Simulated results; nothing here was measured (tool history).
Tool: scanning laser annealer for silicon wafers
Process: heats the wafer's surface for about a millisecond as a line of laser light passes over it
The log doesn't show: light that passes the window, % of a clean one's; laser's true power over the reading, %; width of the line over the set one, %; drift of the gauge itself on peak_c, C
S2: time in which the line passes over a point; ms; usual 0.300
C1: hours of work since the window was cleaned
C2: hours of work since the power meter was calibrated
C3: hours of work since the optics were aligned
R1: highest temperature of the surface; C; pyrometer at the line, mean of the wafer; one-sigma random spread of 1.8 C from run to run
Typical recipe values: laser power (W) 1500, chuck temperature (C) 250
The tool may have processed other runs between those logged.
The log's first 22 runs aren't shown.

Run 23, hour 238.0: usual settings but laser power (W) 1575, S2 0.228 ms, chuck temperature (C) 254; C1 129; C2 355; C3 36. Result: R1 929 C.
Run 24, hour 250.9: usual settings but laser power (W) 1402, S2 0.314 ms, chuck temperature (C) 264; C1 136; C2 362; C3 43. Result: R1 961 C.
Run 25, hour 259.8: usual settings but laser power (W) 1333, S2 0.311 ms, chuck temperature (C) 258; C1 141; C2 367; C3 48. Result: R1 914 C.
Run 26, hour 268.3: usual settings but S2 0.294 ms, chuck temperature (C) 272; C1 145; C2 371; C3 52. Result: R1 1002 C.
Run 27, hour 277.1: usual settings but S2 0.316 ms, chuck temperature (C) 218; C1 150; C2 376; C3 57. Result: R1 974 C.
Run 28, hour 288.3: usual settings but S2 0.316 ms, chuck temperature (C) 218; C1 156; C2 382; C3 63. Result: R1 975 C.
Run 29, hour 295.2: usual settings but S2 0.314 ms, chuck temperature (C) 249; C1 159; C2 386; C3 67. Result: R1 1006 C.
Run 30, hour 304.1: usual settings but chuck temperature (C) 279; C1 164; C2 390; C3 71. Result: R1 1014 C.
Run 31, hour 311.1: usual settings but laser power (W) 1306, chuck temperature (C) 279; C1 168; C2 394; C3 75. Result: R1 904 C.
Run 32, hour 317.5: usual settings but laser power (W) 1627, S2 0.246 ms, chuck temperature (C) 248; C1 171; C2 397; C3 78. Result: R1 975 C.
Run 33, hour 323.6: usual settings but laser power (W) 1607, S2 0.346 ms, chuck temperature (C) 239; C1 174; C2 401; C3 82. Result: R1 1100 C.
Run 34, hour 330.3: usual settings but laser power (W) 1304, S2 0.226 ms, chuck temperature (C) 223; C1 178; C2 404; C3 85. Result: R1 762 C.
Run 35, hour 344.0: usual settings but laser power (W) 1561, S2 0.313 ms, chuck temperature (C) 225; C1 185; C2 411; C3 92. Result: R1 1013 C.
Run 36, hour 355.8: usual settings but laser power (W) 1437, S2 0.248 ms, chuck temperature (C) 229; C1 192; C2 418; C3 99. Result: R1 861 C.
Run 37, hour 367.7: usual settings but laser power (W) 1368, chuck temperature (C) 263; C1 198; C2 424; C3 105. Result: R1 922 C.
Run 38, hour 378.2: usual settings but laser power (W) 1428, S2 0.223 ms, chuck temperature (C) 255; C1 203; C2 430; C3 111. Result: R1 844 C.
Run 39, hour 392.4: usual settings but laser power (W) 1306, S2 0.364 ms, chuck temperature (C) 270; C1 211; C2 437; C3 118. Result: R1 965 C.
Run 40, hour 405.2: usual settings but laser power (W) 1306, S2 0.364 ms, chuck temperature (C) 217; C1 218; C2 444; C3 125. Result: R1 912 C.

Alternative continuations, all from the tool just after run 40; predict every row:
Run A, hour 411.9: usual settings but laser power (W) 1643, chuck temperature (C) 224; C1 221; C2 448; C3 129. Result: R1 ?.
Run B, hour 411.9: usual settings but laser power (W) 1306, S2 0.364 ms, chuck temperature (C) 210; C1 221; C2 448; C3 129. Result: R1 ?.
Run C, hour 411.9: usual settings but laser power (W) 1571, S2 0.299 ms; C1 221; C2 448; C3 129. Result: R1 ?.

run    R1
  A  1039
  B   905
  C  1025
What these runs would have given with no unlogged condition in the tool:
run    R1
  A  1050
  B   914
  C  1036
